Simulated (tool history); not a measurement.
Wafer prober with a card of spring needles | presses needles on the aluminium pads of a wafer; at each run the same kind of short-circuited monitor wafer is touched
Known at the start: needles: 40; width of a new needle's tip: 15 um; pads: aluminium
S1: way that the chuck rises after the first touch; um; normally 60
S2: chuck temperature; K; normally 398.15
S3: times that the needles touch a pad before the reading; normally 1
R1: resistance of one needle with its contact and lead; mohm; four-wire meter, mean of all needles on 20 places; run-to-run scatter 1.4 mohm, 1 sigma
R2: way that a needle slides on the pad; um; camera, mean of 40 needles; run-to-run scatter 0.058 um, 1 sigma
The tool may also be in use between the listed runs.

| run | hour | S1 | S2 | S3 | R1 | R2 |
|---|---|---|---|---|---|---|
| 1 | 0 | 60 | 398.15 | 1 | 124 | 11.79 |
|  | 7.6 | tips cleaned on abrasive film |
|  | 17.7 | tips cleaned on abrasive film |
|  | 30.3 | tips cleaned on abrasive film |
|  | 40.4 | tips cleaned on abrasive film |
|  | 51.4 | tips cleaned on abrasive film |
| 2 | 51.4 | 60 | 398.15 | 1 | 123 | 11.8 |
|  | 61.5 | tips cleaned on abrasive film |
|  | 74.1 | tips cleaned on abrasive film |
|  | 84.2 | tips cleaned on abrasive film |
|  | 96.8 | tips cleaned on abrasive film |
| 3 | 96.8 | 60 | 398.15 | 1 | 124 | 11.59 |
|  | 109.4 | tips cleaned on abrasive film |
|  | 122 | tips cleaned on abrasive film |
|  | 134.6 | tips cleaned on abrasive film |
|  | 147.2 | tips cleaned on abrasive film |
| 4 | 154.7 | 60 | 398.15 | 1 | 122 | 11.6 |
|  | 157.3 | tips cleaned on abrasive film |
|  | 169.9 | tips cleaned on abrasive film |
|  | 172.7 | height of the first contact set anew |
|  | 182.8 | tips cleaned on abrasive film |
| 5 | 184.6 | 60 | 398.15 | 1 | 123 | 11.7 |
|  | 194.7 | tips cleaned on abrasive film |
|  | 207.3 | tips cleaned on abrasive film |
|  | 219.9 | tips cleaned on abrasive film |
|  | 230 | tips cleaned on abrasive film |
|  | 242.6 | tips cleaned on abrasive film |
| 6 | 249.3 | 60 | 316.15 | 1 | 111 | 11.66 |
|  | 254.4 | tips cleaned on abrasive film |
|  | 267 | tips cleaned on abrasive film |
|  | 279.6 | tips cleaned on abrasive film |
| 7 | 281.8 | 60 | 398.15 | 1 | 124 | 11.62 |
|  | 291.9 | tips cleaned on abrasive film |
|  | 304.5 | tips cleaned on abrasive film |
|  | 317.1 | tips cleaned on abrasive film |
|  | 329.7 | tips cleaned on abrasive film |
|  | 342.3 | tips cleaned on abrasive film |
| 8 | 348.9 | 60 | 398.15 | 1 | 125 | 11.62 |
|  | 354 | tips cleaned on abrasive film |
|  | 364.1 | tips cleaned on abrasive film |
|  | 376.7 | tips cleaned on abrasive film |
| 9 | 381.7 | 60 | 375.15 | 1 | 120 | 11.67 |
|  | 389.3 | tips cleaned on abrasive film |
|  | 399.4 | tips cleaned on abrasive film |
|  | 412 | tips cleaned on abrasive film |
|  | 423.7 | tips cleaned on abrasive film |
| 10 | 423.7 | 60 | 375.15 | 1 | 121 | 11.56 |
|  | 436.3 | tips cleaned on abrasive film |
|  | 448.9 | tips cleaned on abrasive film |
|  | 460.9 | card fitted with new needles |
|  | 473.5 | tips cleaned on abrasive film |
|  | 486.1 | tips cleaned on abrasive film |
| 11 | 493.1 | 60 | 359.15 | 1 | 119 | 11.61 |
|  | 498.2 | tips cleaned on abrasive film |
|  | 508.3 | tips cleaned on abrasive film |
|  | 520.9 | tips cleaned on abrasive film |
|  | 533.5 | tips cleaned on abrasive film |
|  | 546.1 | tips cleaned on abrasive film |
|  | 557.2 | tips cleaned on abrasive film |
| 12 | 557.2 | 60 | 359.15 | 1 | 119 | 11.59 |
|  | 569.8 | tips cleaned on abrasive film |
|  | 582.4 | tips cleaned on abrasive film |
| 13 | 586.6 | 60 | 385.15 | 1 | 122 | 11.48 |
|  | 594.2 | tips cleaned on abrasive film |
|  | 604.3 | tips cleaned on abrasive film |
|  | 616.9 | tips cleaned on abrasive film |
|  | 627.4 | tips cleaned on abrasive film |
| 14 | 627.4 | 42 | 343.15 | 2 | 121 | 8.01 |
|  | 640 | tips cleaned on abrasive film |
|  | 650.1 | tips cleaned on abrasive film |
|  | 662.7 | tips cleaned on abrasive film |
| 15 | 666.1 | 49 | 306.15 | 1 | 114 | 9.5 |
|  | 673.7 | tips cleaned on abrasive film |
|  | 683.8 | tips cleaned on abrasive film |
|  | 696.4 | tips cleaned on abrasive film |
| 16 | 703.4 | 49 | 306.15 | 1 | 114 | 9.4 |
|  | 708.5 | tips cleaned on abrasive film |
|  | 721.1 | tips cleaned on abrasive film |
|  | 733.7 | tips cleaned on abrasive film |
| 17 | 742.3 | 79 | 398.15 | 2 | 122 | 15.25 |
|  | 744.9 | tips cleaned on abrasive film |
|  | 757.5 | tips cleaned on abrasive film |
|  | 767.6 | tips cleaned on abrasive film |
|  | 780.2 | tips cleaned on abrasive film |
|  | 790.5 | tips cleaned on abrasive film |
| 18 | 790.5 | 41 | 300.15 | 2 | 117 | 7.87 |
|  | 803.1 | tips cleaned on abrasive film |
|  | 815.7 | tips cleaned on abrasive film |
|  | 828.3 | tips cleaned on abrasive film |
| 19 | 837 | 41 | 300.15 | 2 | 114 | 7.82 |
|  | 839.6 | tips cleaned on abrasive film |
|  | 849.7 | tips cleaned on abrasive film |
|  | 862.3 | tips cleaned on abrasive film |
|  | 872.4 | tips cleaned on abrasive film |
|  | 885 | tips cleaned on abrasive film |
| 20 | 889.9 | 58 | 326.15 | 2 | 114 | 11.19 |
|  | 897.5 | tips cleaned on abrasive film |
|  | 910.1 | tips cleaned on abrasive film |
|  | 922.7 | tips cleaned on abrasive film |
|  | 925.5 | height of the first contact set anew |
|  | 935.6 | tips cleaned on abrasive film |
| 21 | 936 | 58 | 316.15 | 2 | 115 | 11.11 |
|  | 946.1 | tips cleaned on abrasive film |
|  | 958.7 | tips cleaned on abrasive film |
|  | 971.3 | tips cleaned on abrasive film |
| 22 | 972.8 | 45 | 382.15 | 1 | 128 | 8.61 |
|  | 982.9 | tips cleaned on abrasive film |
|  | 993 | tips cleaned on abrasive film |
|  | 1005.6 | tips cleaned on abrasive film |
|  | 1018.2 | tips cleaned on abrasive film |
|  | 1028.3 | tips cleaned on abrasive film |
| 23 | 1029.9 | 45 | 382.15 | 1 | 123 | 8.67 |
|  | 1040 | tips cleaned on abrasive film |
|  | 1052.6 | tips cleaned on abrasive film |
|  | 1065.2 | tips cleaned on abrasive film |
| 24 | 1071.6 | 45 | 382.15 | 1 | 124 | 8.58 |

Here are 3 independent what-if runs from the current tool condition. What would each one return?
|  | 1076.7 | tips cleaned on abrasive film |
|  | 1089.3 | tips cleaned on abrasive film |
|  | 1101.9 | tips cleaned on abrasive film |
|  | 1114.5 | tips cleaned on abrasive film |
| A | 1124.2 | 58 | 398.15 | 2 | ? | ? |
|  | 1076.7 | tips cleaned on abrasive film |
|  | 1089.3 | tips cleaned on abrasive film |
|  | 1101.9 | tips cleaned on abrasive film |
|  | 1114.5 | tips cleaned on abrasive film |
| B | 1124.2 | 72 | 301.15 | 2 | ? | ? |
|  | 1076.7 | tips cleaned on abrasive film |
|  | 1089.3 | tips cleaned on abrasive film |
|  | 1101.9 | tips cleaned on abrasive film |
|  | 1114.5 | tips cleaned on abrasive film |
| C | 1124.2 | 49 | 321.15 | 2 | ? | ? |

| run | R1 | R2 |
|---|---|---|
| A | 125 | 11.19 |
| B | 111 | 13.8 |
| C | 114 | 9.36 |
With no hidden state in the tool, these same runs would have given:
| run | R1 | R2 |
|---|---|---|
| A | 125 | 11.39 |
| B | 111 | 14.05 |
| C | 114 | 9.53 |

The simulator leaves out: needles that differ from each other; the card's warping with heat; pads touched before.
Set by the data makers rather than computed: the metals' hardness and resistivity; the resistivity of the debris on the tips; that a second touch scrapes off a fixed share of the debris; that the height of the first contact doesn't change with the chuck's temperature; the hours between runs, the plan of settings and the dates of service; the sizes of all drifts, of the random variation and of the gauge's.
